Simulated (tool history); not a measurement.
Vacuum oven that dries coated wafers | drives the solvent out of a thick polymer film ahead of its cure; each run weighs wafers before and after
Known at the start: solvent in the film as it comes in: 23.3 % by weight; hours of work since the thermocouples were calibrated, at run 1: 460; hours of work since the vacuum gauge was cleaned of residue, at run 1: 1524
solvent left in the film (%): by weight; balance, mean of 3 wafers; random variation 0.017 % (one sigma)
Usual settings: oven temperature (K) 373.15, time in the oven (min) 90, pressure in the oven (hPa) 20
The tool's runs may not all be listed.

run   hour  oven temperature (K)  time in the oven (min)  pressure in the oven (hPa)  hours of work since the thermocouples were calibrated  hours of work since the vacuum gauge was cleaned of residue  solvent left in the film (%)
  1      0                373.15                      90                          20                                                    460                                                         1524                          2.51
  2   98.1                373.15                      90                        16.5                                                    533                                                         1596                          2.42
  3  197.2                373.15                      90                        16.5                                                    606                                                         1670                          2.43
  4  312.7                373.15                      90                        16.5                                                    691                                                         1755                          2.44
  5  381.6                373.15                      90                        16.5                                                    742                                                         1806                          2.47
     390.2  -- oven's thermocouples calibrated
  6  486.5                373.15                      90                        16.5                                                     71                                                         1882                          2.58
  7    552                373.15                      90                        16.5                                                    120                                                         1931                          2.58
  8  662.7                373.15                     109                        16.9                                                    202                                                         2012                          1.91
  9  742.2                381.15                      82                          20                                                    260                                                         2071                          1.78
     819.9  -- oven's thermocouples calibrated, once more
 10  853.5                381.15                      60                        10.7                                                     25                                                         2152                          2.53
 11  964.5                361.15                     140                        10.7                                                    107                                                         2234                          2.68

The same runs without the tool's hidden state, with the same run-to-run variation:
The hidden state here: true wafer temperature over the reading, C; true pressure over the reading, kPa; drift of the gauge itself on solvent_pct, %.
run  solvent left in the film (%)
  1                          2.32
  2                          2.22
  3                           2.2
  4                           2.2
  5                          2.21
  6                          2.21
  7                           2.2
  8                          1.56
  9                          1.47
 10                          2.35
 11                          2.35

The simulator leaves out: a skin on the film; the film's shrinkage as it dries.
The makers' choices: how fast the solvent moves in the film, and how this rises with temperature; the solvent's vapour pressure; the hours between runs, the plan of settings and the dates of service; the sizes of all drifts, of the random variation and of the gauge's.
